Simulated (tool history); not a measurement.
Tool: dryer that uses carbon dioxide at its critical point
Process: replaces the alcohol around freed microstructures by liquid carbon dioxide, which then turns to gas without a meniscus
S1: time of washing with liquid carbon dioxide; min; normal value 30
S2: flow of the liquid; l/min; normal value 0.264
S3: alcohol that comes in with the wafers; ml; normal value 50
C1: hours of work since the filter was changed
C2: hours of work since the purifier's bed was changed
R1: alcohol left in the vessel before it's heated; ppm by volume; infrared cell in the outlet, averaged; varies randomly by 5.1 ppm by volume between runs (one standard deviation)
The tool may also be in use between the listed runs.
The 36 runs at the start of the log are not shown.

run,day,S1,S2,S3,C1,C2,R1
37,39.888,42,0.324,81,95,89,15
38,40.979,47,0.202,65,115,109,61
39,42.125,30,0.287,118,136,130,145
40,43.421,30,0.287,118,160,153,166
41,44.746,47,0.158,28,184,178,124
42,45.750,47,0.158,28,202,196,126
43,47.108,31,0.212,69,227,221,468
44,47.842,29,0.353,50,241,234,57
45,49.246,29,0.353,50,266,260,52
46,50.442,29,0.353,50,288,282,72

Predict each of these 3 candidate next runs independently; none follows another, all start after run 46:
A,51.658,43,0.264,50,311,304,?
B,51.658,37,0.279,36,311,304,?
C,51.658,35,0.353,50,311,304,?

run,R1
A,67
B,68
C,54
Take away the tool's hidden state, keep each run's random variation, and the runs would have read:
run,R1
A,15
B,15
C,6

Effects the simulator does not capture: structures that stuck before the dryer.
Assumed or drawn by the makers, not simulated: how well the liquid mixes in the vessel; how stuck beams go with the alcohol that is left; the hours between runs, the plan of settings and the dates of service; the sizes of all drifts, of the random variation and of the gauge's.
